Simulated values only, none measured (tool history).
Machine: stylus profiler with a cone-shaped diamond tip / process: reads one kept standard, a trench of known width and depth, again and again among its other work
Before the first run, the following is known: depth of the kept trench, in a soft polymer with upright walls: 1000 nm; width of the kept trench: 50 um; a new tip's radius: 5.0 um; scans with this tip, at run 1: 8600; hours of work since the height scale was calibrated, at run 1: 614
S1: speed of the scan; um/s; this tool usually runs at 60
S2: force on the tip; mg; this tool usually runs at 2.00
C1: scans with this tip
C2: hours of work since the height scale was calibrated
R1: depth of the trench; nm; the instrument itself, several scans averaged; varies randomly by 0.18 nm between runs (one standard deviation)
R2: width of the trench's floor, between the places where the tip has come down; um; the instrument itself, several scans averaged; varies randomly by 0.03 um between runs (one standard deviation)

run,day,S1,S2,C1,C2,R1,R2
1,0.000,60,2.00,8600,614,1004.10,40.31
2,1.412,60,2.00,8852,632,1004.14,40.33
3,2.883,35,2.00,9116,651,1003.87,40.29
# day 4.383: new tip fitted, height scale calibrated
4,5.042,35,4.98,118,8,1012.00,43.95
5,6.675,35,4.98,410,29,1012.20,43.73
6,9.433,35,4.98,904,65,1011.61,43.52
7,12.275,35,4.93,1412,101,1011.64,43.29
8,14.458,60,1.45,1803,129,1004.89,42.94
9,16.625,60,1.45,2191,156,1004.94,42.77
10,18.904,60,1.45,2598,186,1004.80,42.55
11,20.775,60,2.00,2933,209,1005.73,42.43
12,23.588,60,2.00,3436,245,1005.87,42.21
13,25.617,60,3.75,3799,271,1009.24,42.18
# day 25.900: height scale calibrated on a step standard
14,27.779,34,2.00,4182,24,1005.57,42.01
15,29.296,60,2.00,4454,43,1005.79,41.79
16,32.229,60,2.00,4978,81,1005.48,41.62
17,33.925,60,2.00,5282,103,1005.41,41.48
18,35.983,60,2.00,5650,129,1005.16,41.36
19,38.625,60,2.00,6123,163,1005.20,41.14
20,40.417,60,2.00,6443,185,1005.19,41.10
21,41.833,39,0.72,6697,204,1001.60,40.96
# day 42.188: height scale calibrated on a step standard, once more
22,44.496,208,2.00,7169,30,1006.55,40.22
23,45.917,208,1.77,7424,48,1006.29,40.07
24,47.946,208,1.77,7787,74,1006.10,39.90
25,50.638,86,1.77,8269,108,1005.82,40.24
26,51.850,86,1.77,8485,123,1005.92,40.26
27,54.821,16,4.45,9016,161,1011.08,40.40
# day 57.050: new tip fitted, height scale calibrated
28,57.683,82,2.00,114,8,1006.67,43.56
29,60.542,142,1.31,626,45,1005.25,42.93
30,62.012,60,1.17,888,63,1004.47,43.13
31,63.617,75,1.58,1176,84,1005.66,43.01
32,66.292,57,2.00,1654,118,1006.51,42.88
33,68.442,77,2.11,2039,146,1006.77,42.68
34,70.921,37,1.24,2482,177,1004.80,42.59
35,73.038,17,4.90,2861,204,1011.54,42.61
36,74.271,32,2.00,3082,220,1006.13,42.45
37,77.146,32,2.00,3596,257,1006.19,42.19
38,80.092,60,5.82,4123,294,1012.95,41.94
39,81.554,24,5.08,4385,313,1011.81,41.97
40,83.300,18,3.71,4697,335,1009.08,41.84

Each row is a separate what-if for the run after 40, all from the same tool condition, not one after another. Results?
A,85.192,60,0.94,5035,360,?,?
B,85.192,60,2.42,5035,360,?,?
C,85.192,19,1.04,5035,360,?,?
D,85.192,130,4.83,5035,360,?,?

run,R1,R2
A,1003.47,41.41
B,1006.71,41.56
C,1003.65,41.65
D,1010.77,41.43
Had the tool no hidden state, the same runs would have come out as:
run,R1,R2
A,1004.05,43.63
B,1007.29,43.78
C,1004.23,43.87
D,1011.35,43.65
